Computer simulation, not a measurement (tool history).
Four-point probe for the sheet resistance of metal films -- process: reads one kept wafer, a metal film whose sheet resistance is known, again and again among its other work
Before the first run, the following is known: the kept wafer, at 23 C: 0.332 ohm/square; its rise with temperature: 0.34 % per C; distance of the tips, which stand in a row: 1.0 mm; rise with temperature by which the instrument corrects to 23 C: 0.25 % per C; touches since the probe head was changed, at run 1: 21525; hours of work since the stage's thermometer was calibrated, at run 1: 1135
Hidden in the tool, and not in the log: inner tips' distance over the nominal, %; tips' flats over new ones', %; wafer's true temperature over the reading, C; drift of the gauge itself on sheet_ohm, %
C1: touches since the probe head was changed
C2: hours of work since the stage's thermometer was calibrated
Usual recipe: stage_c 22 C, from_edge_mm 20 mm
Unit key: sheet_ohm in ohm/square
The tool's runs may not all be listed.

{"run": 1, "day": 0.0, "stage_c": 22, "from_edge_mm": 20, "C1": 21525, "C2": 1135, "sheet_ohm": 0.331944}
{"run": 2, "day": 0.571, "stage_c": 22, "from_edge_mm": 20, "C1": 21851, "C2": 1141, "sheet_ohm": 0.331953}
{"run": 3, "day": 1.025, "stage_c": 22, "from_edge_mm": 21, "C1": 22111, "C2": 1146, "sheet_ohm": 0.331896}
{"run": 4, "day": 1.446, "stage_c": 22, "from_edge_mm": 21, "C1": 22349, "C2": 1150, "sheet_ohm": 0.33198}
{"run": 5, "day": 1.879, "stage_c": 23, "from_edge_mm": 20, "C1": 22597, "C2": 1155, "sheet_ohm": 0.332225}
{"run": 6, "day": 2.692, "stage_c": 29, "from_edge_mm": 20, "C1": 23061, "C2": 1164, "sheet_ohm": 0.334134}
{"run": 7, "day": 3.217, "stage_c": 29, "from_edge_mm": 20, "C1": 23360, "C2": 1169, "sheet_ohm": 0.333901}
{"run": 8, "day": 3.838, "stage_c": 25, "from_edge_mm": 30, "C1": 23714, "C2": 1176, "sheet_ohm": 0.332609}
{"run": 9, "day": 4.725, "stage_c": 21, "from_edge_mm": 3, "C1": 24220, "C2": 1185, "sheet_ohm": 0.349668}
{"run": 10, "day": 5.392, "stage_c": 21, "from_edge_mm": 3, "C1": 24600, "C2": 1192, "sheet_ohm": 0.349793}
{"run": 11, "day": 6.238, "stage_c": 20, "from_edge_mm": 8, "C1": 25083, "C2": 1201, "sheet_ohm": 0.333659}
{"run": 12, "day": 6.708, "stage_c": 22, "from_edge_mm": 3, "C1": 25352, "C2": 1206, "sheet_ohm": 0.350058}

Results for each run, recomputed without the tool's hidden state and with each run's random variation untouched:
run=1 sheet_ohm=0.332134
run=2 sheet_ohm=0.332149
run=3 sheet_ohm=0.332095
run=4 sheet_ohm=0.332183
run=5 sheet_ohm=0.332433
run=6 sheet_ohm=0.334347
run=7 sheet_ohm=0.334118
run=8 sheet_ohm=0.332834
run=9 sheet_ohm=0.349916
run=10 sheet_ohm=0.350047
run=11 sheet_ohm=0.333910
run=12 sheet_ohm=0.350324
